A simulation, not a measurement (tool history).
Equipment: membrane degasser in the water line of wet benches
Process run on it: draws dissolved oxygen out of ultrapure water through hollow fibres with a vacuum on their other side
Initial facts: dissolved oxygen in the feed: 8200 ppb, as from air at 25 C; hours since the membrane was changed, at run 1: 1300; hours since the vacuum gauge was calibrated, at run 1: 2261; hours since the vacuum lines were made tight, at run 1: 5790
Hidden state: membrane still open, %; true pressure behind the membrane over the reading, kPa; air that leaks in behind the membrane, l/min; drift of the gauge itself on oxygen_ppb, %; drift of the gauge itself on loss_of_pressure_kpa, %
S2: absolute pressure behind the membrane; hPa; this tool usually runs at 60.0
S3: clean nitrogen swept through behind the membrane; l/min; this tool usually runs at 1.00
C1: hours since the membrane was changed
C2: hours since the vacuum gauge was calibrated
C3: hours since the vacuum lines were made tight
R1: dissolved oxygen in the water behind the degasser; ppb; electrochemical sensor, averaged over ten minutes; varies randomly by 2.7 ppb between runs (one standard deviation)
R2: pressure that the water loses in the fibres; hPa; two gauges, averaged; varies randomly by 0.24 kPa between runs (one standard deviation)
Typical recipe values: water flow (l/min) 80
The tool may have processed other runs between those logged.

{"run": 1, "hour": 0.0, "water flow (l/min)": 80, "S2": 60.0, "S3": 1.0, "C1": 1300, "C2": 2261, "C3": 5790, "R1": 367.7, "R2": 628.7}
{"run": 2, "hour": 311.5, "water flow (l/min)": 80, "S2": 60.0, "S3": 1.48, "C1": 1612, "C2": 2572, "C3": 6102, "R1": 286.0, "R2": 629.9}
{"run": 3, "hour": 478.3, "water flow (l/min)": 80, "S2": 39.1, "S3": 1.48, "C1": 1779, "C2": 2739, "C3": 6269, "R1": 78.5, "R2": 635.6}
{"run": 4, "hour": 664.4, "water flow (l/min)": 80, "S2": 39.1, "S3": 1.48, "C1": 1965, "C2": 2925, "C3": 6455, "R1": 78.3, "R2": 633.0}
{"run": 5, "hour": 993.7, "water flow (l/min)": 80, "S2": 60.0, "S3": 0.97, "C1": 2294, "C2": 3254, "C3": 6784, "R1": 371.4, "R2": 632.2}
{"run": 6, "hour": 1179.5, "water flow (l/min)": 80, "S2": 60.0, "S3": 0.97, "C1": 2480, "C2": 3440, "C3": 6970, "R1": 378.6, "R2": 633.2}
{"run": 7, "hour": 1356.9, "water flow (l/min)": 80, "S2": 60.0, "S3": 0.97, "C1": 2657, "C2": 3618, "C3": 7147, "R1": 374.4, "R2": 635.4}
{"run": 8, "hour": 1572.2, "water flow (l/min)": 80, "S2": 60.0, "S3": 0.97, "C1": 2873, "C2": 3833, "C3": 7362, "R1": 375.2, "R2": 629.8}
{"run": 9, "hour": 1752.3, "water flow (l/min)": 80, "S2": 60.0, "S3": 0.97, "C1": 3053, "C2": 4013, "C3": 7543, "R1": 377.2, "R2": 633.8}
{"run": 10, "hour": 2031.9, "water flow (l/min)": 83, "S2": 60.0, "S3": 1.0, "C1": 3332, "C2": 4293, "C3": 7822, "R1": 383.0, "R2": 660.0}
{"run": 11, "hour": 2298.6, "water flow (l/min)": 83, "S2": 60.0, "S3": 1.0, "C1": 3599, "C2": 4559, "C3": 8089, "R1": 381.5, "R2": 660.0}
{"run": 12, "hour": 2458.6, "water flow (l/min)": 80, "S2": 60.0, "S3": 1.0, "C1": 3759, "C2": 4719, "C3": 8249, "R1": 375.3, "R2": 634.2}
{"run": 13, "hour": 2653.3, "water flow (l/min)": 80, "S2": 60.0, "S3": 0.98, "C1": 3954, "C2": 4914, "C3": 8444, "R1": 380.2, "R2": 633.9}
{"run": 14, "hour": 2893.1, "water flow (l/min)": 80, "S2": 60.0, "S3": 0.98, "C1": 4193, "C2": 5154, "C3": 8683, "R1": 373.3, "R2": 639.9}
{"run": 15, "hour": 3195.4, "water flow (l/min)": 80, "S2": 60.0, "S3": 0.98, "C1": 4496, "C2": 5456, "C3": 8986, "R1": 384.6, "R2": 636.7}
{"run": 16, "hour": 3383.1, "water flow (l/min)": 80, "S2": 60.0, "S3": 0.98, "C1": 4683, "C2": 5644, "C3": 9173, "R1": 383.0, "R2": 636.4}
{"run": 17, "hour": 3597.1, "water flow (l/min)": 63, "S2": 60.0, "S3": 0.5, "C1": 4897, "C2": 5858, "C3": 9387, "R1": 490.0, "R2": 503.1}
{"run": 18, "hour": 3811.8, "water flow (l/min)": 63, "S2": 60.0, "S3": 0.5, "C1": 5112, "C2": 6072, "C3": 9602, "R1": 489.7, "R2": 501.2}
{"hour": 4078.7, "done": "seals of the vacuum lines changed"}
{"run": 19, "hour": 4140.3, "water flow (l/min)": 73, "S2": 60.0, "S3": 1.73, "C1": 5439, "C2": 6399, "C3": 62, "R1": 238.8, "R2": 586.2}
{"hour": 4169.0, "done": "vacuum gauge calibrated"}
{"run": 20, "hour": 4342.7, "water flow (l/min)": 73, "S2": 60.0, "S3": 1.73, "C1": 5641, "C2": 174, "C3": 263, "R1": 237.5, "R2": 586.3}
{"run": 21, "hour": 4481.8, "water flow (l/min)": 92, "S2": 87.1, "S3": 1.74, "C1": 5780, "C2": 313, "C3": 403, "R1": 544.5, "R2": 739.8}
{"run": 22, "hour": 4658.2, "water flow (l/min)": 93, "S2": 40.3, "S3": 0.65, "C1": 5956, "C2": 489, "C3": 579, "R1": 188.4, "R2": 741.7}
{"run": 23, "hour": 4831.8, "water flow (l/min)": 93, "S2": 40.3, "S3": 0.65, "C1": 6130, "C2": 663, "C3": 753, "R1": 189.1, "R2": 746.7}
{"run": 24, "hour": 5003.4, "water flow (l/min)": 60, "S2": 45.9, "S3": 1.34, "C1": 6301, "C2": 834, "C3": 924, "R1": 132.8, "R2": 479.4}
{"run": 25, "hour": 5180.1, "water flow (l/min)": 113, "S2": 60.0, "S3": 1.59, "C1": 6478, "C2": 1011, "C3": 1101, "R1": 372.8, "R2": 903.8}
{"run": 26, "hour": 5327.5, "water flow (l/min)": 113, "S2": 60.0, "S3": 1.59, "C1": 6625, "C2": 1159, "C3": 1248, "R1": 372.0, "R2": 908.8}
{"run": 27, "hour": 5653.3, "water flow (l/min)": 51, "S2": 45.4, "S3": 1.59, "C1": 6951, "C2": 1484, "C3": 1574, "R1": 98.9, "R2": 412.3}
{"hour": 5954.7, "done": "vacuum gauge calibrated, once more"}
{"run": 28, "hour": 5977.2, "water flow (l/min)": 50, "S2": 45.4, "S3": 1.59, "C1": 7275, "C2": 22, "C3": 1897, "R1": 87.4, "R2": 400.4}
{"run": 29, "hour": 6199.6, "water flow (l/min)": 66, "S2": 57.4, "S3": 0.91, "C1": 7497, "C2": 245, "C3": 2120, "R1": 310.0, "R2": 532.8}
{"run": 30, "hour": 6385.3, "water flow (l/min)": 66, "S2": 57.4, "S3": 0.91, "C1": 7683, "C2": 431, "C3": 2306, "R1": 308.7, "R2": 535.0}
{"run": 31, "hour": 6690.9, "water flow (l/min)": 84, "S2": 130.0, "S3": 0.85, "C1": 7988, "C2": 736, "C3": 2611, "R1": 1345.0, "R2": 678.5}

5 ways to go on from here, each from the tool as it stands after run 31. What would each give?
{"run": "A", "hour": 6968.8, "water flow (l/min)": 84, "S2": 70.8, "S3": 2.26, "C1": 8266, "C2": 1014, "C3": 2889, "R1": "?", "R2": "?"}
{"run": "B", "hour": 6968.8, "water flow (l/min)": 70, "S2": 49.4, "S3": 0.65, "C1": 8266, "C2": 1014, "C3": 2889, "R1": "?", "R2": "?"}
{"run": "C", "hour": 6968.8, "water flow (l/min)": 79, "S2": 71.9, "S3": 2.09, "C1": 8266, "C2": 1014, "C3": 2889, "R1": "?", "R2": "?"}
{"run": "D", "hour": 6968.8, "water flow (l/min)": 70, "S2": 47.3, "S3": 2.76, "C1": 8266, "C2": 1014, "C3": 2889, "R1": "?", "R2": "?"}
{"run": "E", "hour": 6968.8, "water flow (l/min)": 91, "S2": 89.9, "S3": 2.57, "C1": 8266, "C2": 1014, "C3": 2889, "R1": "?", "R2": "?"}

run=A R1=290.3 R2=675.1
run=B R1=276.1 R2=566.7
run=C R1=300.8 R2=638.4
run=D R1=86.1 R2=563.8
run=E R1=408.2 R2=734.9
Without the tool's hidden state the same runs would have given:
run=A R1=288.3 R2=655.8
run=B R1=273.7 R2=550.6
run=C R1=299.0 R2=620.2
run=D R1=84.9 R2=547.7
run=E R1=405.9 R2=714.0

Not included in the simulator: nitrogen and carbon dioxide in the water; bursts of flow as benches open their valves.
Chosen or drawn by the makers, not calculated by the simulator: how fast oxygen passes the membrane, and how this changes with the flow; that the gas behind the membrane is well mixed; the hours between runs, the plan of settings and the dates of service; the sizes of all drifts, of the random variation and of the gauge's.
